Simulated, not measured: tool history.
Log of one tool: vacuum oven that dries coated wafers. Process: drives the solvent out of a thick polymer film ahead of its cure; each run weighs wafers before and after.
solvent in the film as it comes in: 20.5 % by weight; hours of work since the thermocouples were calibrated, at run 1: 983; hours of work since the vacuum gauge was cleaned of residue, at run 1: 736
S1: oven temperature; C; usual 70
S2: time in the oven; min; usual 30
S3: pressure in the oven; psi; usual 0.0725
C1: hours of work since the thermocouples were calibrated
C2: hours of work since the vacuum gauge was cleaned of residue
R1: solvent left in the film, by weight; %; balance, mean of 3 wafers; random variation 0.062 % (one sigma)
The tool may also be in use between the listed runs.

run 1 hour=0.0 | S1=70 S2=30 S3=0.0725 | C1=983 C2=736 | R1=4.74
run 2 hour=20.7 | S1=60 S2=30 S3=0.0725 | C1=998 C2=751 | R1=8.90
run 3 hour=40.5 | S1=60 S2=30 S3=0.0725 | C1=1013 C2=766 | R1=9.01
run 4 hour=59.2 | S1=61 S2=30 S3=0.0725 | C1=1026 C2=780 | R1=8.63
run 5 hour=74.7 | S1=70 S2=30 S3=0.0725 | C1=1038 C2=791 | R1=4.82
run 6 hour=102.6 | S1=70 S2=30 S3=0.0725 | C1=1058 C2=811 | R1=4.84
run 7 hour=121.2 | S1=79 S2=30 S3=0.0725 | C1=1072 C2=825 | R1=2.14
run 8 hour=137.9 | S1=72 S2=30 S3=0.0725 | C1=1084 C2=837 | R1=4.16
run 9 hour=157.7 | S1=72 S2=30 S3=0.0725 | C1=1099 C2=852 | R1=4.08
run 10 hour=172.9 | S1=72 S2=30 S3=0.0725 | C1=1110 C2=863 | R1=4.01
run 11 hour=188.0 | S1=81 S2=30 S3=0.0725 | C1=1121 C2=874 | R1=1.84
run 12 hour=204.5 | S1=81 S2=30 S3=0.0725 | C1=1133 C2=886 | R1=1.84
run 13 hour=234.1 | S1=81 S2=30 S3=0.0725 | C1=1155 C2=908 | R1=1.84
run 14 hour=257.7 | S1=81 S2=30 S3=0.0725 | C1=1172 C2=925 | R1=1.89
run 15 hour=282.4 | S1=58 S2=30 S3=0.0725 | C1=1190 C2=943 | R1=10.52
run 16 hour=300.3 | S1=58 S2=30 S3=0.0725 | C1=1203 C2=956 | R1=10.27
run 17 hour=314.1 | S1=58 S2=30 S3=0.0725 | C1=1213 C2=967 | R1=10.23
run 18 hour=340.1 | S1=70 S2=30 S3=0.2560 | C1=1232 C2=986 | R1=7.56
run 19 hour=357.6 | S1=70 S2=30 S3=0.2560 | C1=1245 C2=998 | R1=7.66
run 20 hour=371.4 | S1=70 S2=30 S3=0.2560 | C1=1255 C2=1009 | R1=7.88
run 21 hour=388.9 | S1=58 S2=15 S3=0.0969 | C1=1268 C2=1021 | R1=13.57
run 22 hour=402.2 | S1=81 S2=35 S3=0.1297 | C1=1278 C2=1031 | R1=2.24
-- hour=406.4 vacuum gauge cleaned of residue and calibrated
run 23 hour=426.7 | S1=77 S2=16 S3=0.0725 | C1=1295 C2=15 | R1=5.59

Forecast run 24:
run 24 hour=439.6 | S1=70 S2=37 S3=0.1384 | C1=1304 C2=24 | R1=?

{"run 24": {"R1": 5.48}}
Without the tool's hidden state the same run would have given R1 3.69 %.

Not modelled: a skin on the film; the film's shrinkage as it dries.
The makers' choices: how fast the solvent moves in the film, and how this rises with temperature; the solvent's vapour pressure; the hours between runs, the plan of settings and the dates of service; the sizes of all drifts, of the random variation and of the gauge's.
